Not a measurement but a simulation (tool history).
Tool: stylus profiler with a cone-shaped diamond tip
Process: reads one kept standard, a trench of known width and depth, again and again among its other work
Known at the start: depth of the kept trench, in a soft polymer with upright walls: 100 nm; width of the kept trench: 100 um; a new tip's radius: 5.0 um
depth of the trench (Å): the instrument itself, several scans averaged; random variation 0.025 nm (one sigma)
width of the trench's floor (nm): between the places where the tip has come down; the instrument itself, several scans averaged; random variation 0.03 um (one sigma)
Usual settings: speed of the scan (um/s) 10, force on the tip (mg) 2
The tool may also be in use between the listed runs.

run,day,speed of the scan (um/s),force on the tip (mg),depth of the trench (Å),width of the trench's floor (nm)
1,0,10,2,1016.2,96990
2,1.346,10,2,1016.9,96980
3,2.154,10,2,1016.7,97000
4,3.321,10,2.32,1018.1,97010
5,4.083,10,2.32,1018.1,96930
# day 4.304: new tip fitted, height scale calibrated
6,4.762,3,2,1013.2,98000
# day 4.85: height scale calibrated on a step standard
7,6.162,3,2,1013.1,97940
8,7.479,3,2,1013.5,97940
9,8.3,10,2,1013.4,97870
10,8.95,10,1.13,1008.9,97910
11,9.592,10,1.13,1009.2,97810
12,10.317,10,2,1013.2,97900
# day 10.896: height scale calibrated on a step standard, once more
13,11.021,10,2,1013.1,97860
14,11.9,10,2,1013.3,97870
15,12.521,9,1.45,1010.2,97820
16,13.796,18,1.88,1013,97760
17,14.875,18,1.88,1012.9,97780
18,16.25,18,1.88,1012.7,97800
19,17.25,31,1.23,1009.5,97610
20,18.688,31,1.23,1009.3,97570
21,19.525,15,3.64,1020.2,97770
22,20.342,12,3.63,1019.8,97840
23,21.142,13,0.89,1008,97710

3 ways to go on from here, each from the tool as it stands after run 23. What would each give?
A,21.883,8,2.87,?,?
B,21.883,16,1.43,?,?
C,21.883,3,2.32,?,?

run,depth of the trench (Å),width of the trench's floor (nm)
A,1017,97830
B,1011.1,97710
C,1015,97840
Without the tool's hidden state the same runs would have given:
run,depth of the trench (Å),width of the trench's floor (nm)
A,1016.8,97990
B,1010.9,97880
C,1014.7,98010
